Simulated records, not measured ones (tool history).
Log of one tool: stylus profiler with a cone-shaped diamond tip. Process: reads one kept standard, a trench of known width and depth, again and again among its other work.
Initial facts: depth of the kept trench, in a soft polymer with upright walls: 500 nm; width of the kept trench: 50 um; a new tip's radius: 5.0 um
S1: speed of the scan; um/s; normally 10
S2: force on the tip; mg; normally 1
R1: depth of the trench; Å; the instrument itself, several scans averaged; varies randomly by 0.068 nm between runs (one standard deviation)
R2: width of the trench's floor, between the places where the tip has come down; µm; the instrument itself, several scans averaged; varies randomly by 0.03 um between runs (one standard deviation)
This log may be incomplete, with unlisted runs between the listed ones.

Run 1, hour 0: usual settings. Result: R1 5047 Å, R2 45.09 µm.
Run 2, hour 92: usual settings. Result: R1 5047.3 Å, R2 45.03 µm.
Run 3, hour 152.5: usual settings. Result: R1 5048 Å, R2 44.97 µm.
Run 4, hour 239: usual settings but S2 1.44 mg. Result: R1 5061.9 Å, R2 44.94 µm.
Run 5, hour 332.7: usual settings but S1 9 um/s. Result: R1 5050.5 Å, R2 44.84 µm.
Run 6, hour 391.8: usual settings but S1 5 um/s. Result: R1 5050.7 Å, R2 44.89 µm.
Run 7, hour 438.2: usual settings but S1 3 um/s. Result: R1 5050.8 Å, R2 44.84 µm.
Run 8, hour 479: usual settings. Result: R1 5050.6 Å, R2 44.77 µm.
Run 9, hour 520.9: usual settings but S2 1.93 mg. Result: R1 5076.9 Å, R2 44.73 µm.
Run 10, hour 578.2: usual settings. Result: R1 5050.6 Å, R2 44.74 µm.
Run 11, hour 625.5: usual settings. Result: R1 5052.8 Å, R2 44.76 µm.
Run 12, hour 684.2: usual settings. Result: R1 5052.2 Å, R2 44.61 µm.
Run 13, hour 765: usual settings. Result: R1 5053.5 Å, R2 44.62 µm.
Run 14, hour 810.1: usual settings. Result: R1 5052.6 Å, R2 44.6 µm.
Run 15, hour 853: usual settings but S2 1.59 mg. Result: R1 5076.8 Å, R2 44.56 µm.
Run 16, hour 892.9: usual settings but S2 1.59 mg. Result: R1 5075.8 Å, R2 44.52 µm.
Run 17, hour 979.1: usual settings but S2 1.59 mg. Result: R1 5075.6 Å, R2 44.47 µm.
Run 18, hour 1034.9: usual settings but S2 1.59 mg. Result: R1 5077.5 Å, R2 44.5 µm.
Run 19, hour 1095.7: usual settings but S1 36 um/s. Result: R1 5046.2 Å, R2 44.22 µm.
Run 20, hour 1152.7: usual settings. Result: R1 5046.5 Å, R2 44.34 µm.
Run 21, hour 1244.4: usual settings. Result: R1 5046.2 Å, R2 44.28 µm.
Run 22, hour 1294.5: usual settings but S1 2 um/s. Result: R1 5046.2 Å, R2 44.35 µm.
Run 23, hour 1385.1: usual settings but S1 2 um/s. Result: R1 5047.9 Å, R2 44.31 µm.
Run 24, hour 1428.5: usual settings but S1 6 um/s, S2 1.16 mg. Result: R1 5051.7 Å, R2 44.26 µm.
Run 25, hour 1485.6: usual settings but S1 34 um/s, S2 1.56 mg. Result: R1 5063.4 Å, R2 44.12 µm.
Run 26, hour 1571.6: usual settings but S1 3 um/s. Result: R1 5049.5 Å, R2 44.15 µm.
Run 27, hour 1640.6: usual settings but S1 3 um/s, S2 2.09 mg. Result: R1 5077.1 Å, R2 44.22 µm.
Run 28, hour 1693.7: usual settings but S1 3 um/s, S2 2.09 mg. Result: R1 5077.9 Å, R2 44.13 µm.
Run 29, hour 1782: usual settings but S1 26 um/s, S2 2.09 mg. Result: R1 5078.3 Å, R2 43.97 µm.
Run 30, hour 1828.5: usual settings but S1 11 um/s, S2 1.1 mg. Result: R1 5053.2 Å, R2 44.03 µm.
Run 31, hour 1916.1: usual settings but S1 5 um/s, S2 0.54 mg. Result: R1 5036.8 Å, R2 44.01 µm.
Run 32, hour 1968: usual settings but S1 5 um/s, S2 0.54 mg. Result: R1 5037.9 Å, R2 43.97 µm.
Run 33, hour 2049.5: usual settings but S1 6 um/s, S2 0.47 mg. Result: R1 5032.6 Å, R2 43.92 µm.
Run 34, hour 2109: usual settings but S1 24 um/s, S2 2.31 mg. Result: R1 5084.5 Å, R2 43.82 µm.
Run 35, hour 2155.5: usual settings but S1 24 um/s, S2 2.31 mg. Result: R1 5086.3 Å, R2 43.78 µm.
Run 36, hour 2211.7: usual settings but S1 24 um/s, S2 2.31 mg. Result: R1 5086.5 Å, R2 43.77 µm.
Run 37, hour 2294: usual settings but S2 1.25 mg. Result: R1 5061 Å, R2 43.75 µm.
Run 38, hour 2386.2: usual settings but S2 1.38 mg. Result: R1 5065.2 Å, R2 43.73 µm.
Run 39, hour 2445.7: usual settings but S2 1.38 mg. Result: R1 5065 Å, R2 43.72 µm.
Run 40, hour 2535.7: usual settings but S2 1.68 mg. Result: R1 5074.6 Å, R2 43.65 µm.
Run 41, hour 2603.7: usual settings but S1 11 um/s, S2 0.67 mg. Result: R1 5045.2 Å, R2 43.6 µm.
Run 42, hour 2643.5: usual settings but S1 14 um/s, S2 0.81 mg. Result: R1 5050.3 Å, R2 43.6 µm.
Run 43, hour 2704.5: usual settings but S1 14 um/s, S2 0.81 mg. Result: R1 5051.1 Å, R2 43.55 µm.
Run 44, hour 2788.4: usual settings but S1 14 um/s, S2 0.81 mg. Result: R1 5050.7 Å, R2 43.49 µm.
Run 45, hour 2855.3: usual settings but S1 26 um/s, S2 1.8 mg. Result: R1 5077.6 Å, R2 43.49 µm.

Not shown here: 2 entries made in the log between runs. Locate each between two listed runs and compare the hidden state at the listed run before it with the hidden state at the listed run after it:
Runs 14 to 15: height scale calibrated on a step standard (hour 816.2)
  radius of the tip, um: 7.44 -> 7.5; height scale over the true one, %: 0.171 -> 0.297
  measured result minus the result with no hidden state, R1: +8.7 -> +15.1 Å; R2: -1 -> -1.03 µm
Runs 18 to 19: height scale calibrated on a step standard, once more (hour 1050.6)
  radius of the tip, um: 7.79 -> 7.88; height scale over the true one, %: 0.322 -> 0.024
  measured result minus the result with no hidden state, R1: +16.3 -> +1.2 Å; R2: -1.13 -> -1.17 µm
